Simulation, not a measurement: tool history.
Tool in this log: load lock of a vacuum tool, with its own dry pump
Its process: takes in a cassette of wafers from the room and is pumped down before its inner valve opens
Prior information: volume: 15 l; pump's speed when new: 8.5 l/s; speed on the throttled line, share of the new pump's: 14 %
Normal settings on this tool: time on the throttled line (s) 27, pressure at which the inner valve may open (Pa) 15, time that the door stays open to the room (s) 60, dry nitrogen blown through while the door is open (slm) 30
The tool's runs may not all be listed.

run	day	time on the throttled line (s)	pressure at which the inner valve may open (Pa)	time that the door stays open to the room (s)	dry nitrogen blown through while the door is open (slm)	incoming humidity of the room's air, %	time from the closed door until the inner valve may open (s)	rise of the pressure with all valves shut (Pa/min)
1	0.000	27	15	60	30	45.7	39.0	0.071
2	2.046	27	15	60	13	48.4	39.1	0.086
3	5.654	21	15	60	30	44.4	33.7	0.075
4	8.583	29	15	60	30	46.4	40.7	0.070
5	11.592	41	15	60	30	44.1	50.7	0.076
6	14.142	41	15	60	30	45.0	51.2	0.081
7	15.942	16	10	72	10	43.7	29.9	0.100
8	19.671	27	15	88	35	44.5	39.2	0.080
9	23.579	27	15	88	35	46.5	38.7	0.093
10	25.788	23	10	97	5	44.6	36.2	0.132
11	28.783	44	21	172	5	42.5	53.1	0.170

Each row is a separate what-if for the run after 11, all from the same tool condition, not one after another. Results?
A	32.433	44	21	172	5	46.6	?	?
B	32.433	27	11	104	6	46.0	?	?
C	32.433	31	13	172	6	45.2	?	?
D	32.433	44	21	206	5	46.8	?	?

run	time from the closed door until the inner valve may open (s)	rise of the pressure with all valves shut (Pa/min)
A	52.4	0.183
B	39.4	0.140
C	42.7	0.171
D	53.4	0.202
The same runs, with their run-to-run variation unchanged, on a tool lacking any hidden condition would have given:
run	time from the closed door until the inner valve may open (s)	rise of the pressure with all valves shut (Pa/min)
A	52.4	0.142
B	39.4	0.099
C	42.6	0.130
D	53.3	0.162

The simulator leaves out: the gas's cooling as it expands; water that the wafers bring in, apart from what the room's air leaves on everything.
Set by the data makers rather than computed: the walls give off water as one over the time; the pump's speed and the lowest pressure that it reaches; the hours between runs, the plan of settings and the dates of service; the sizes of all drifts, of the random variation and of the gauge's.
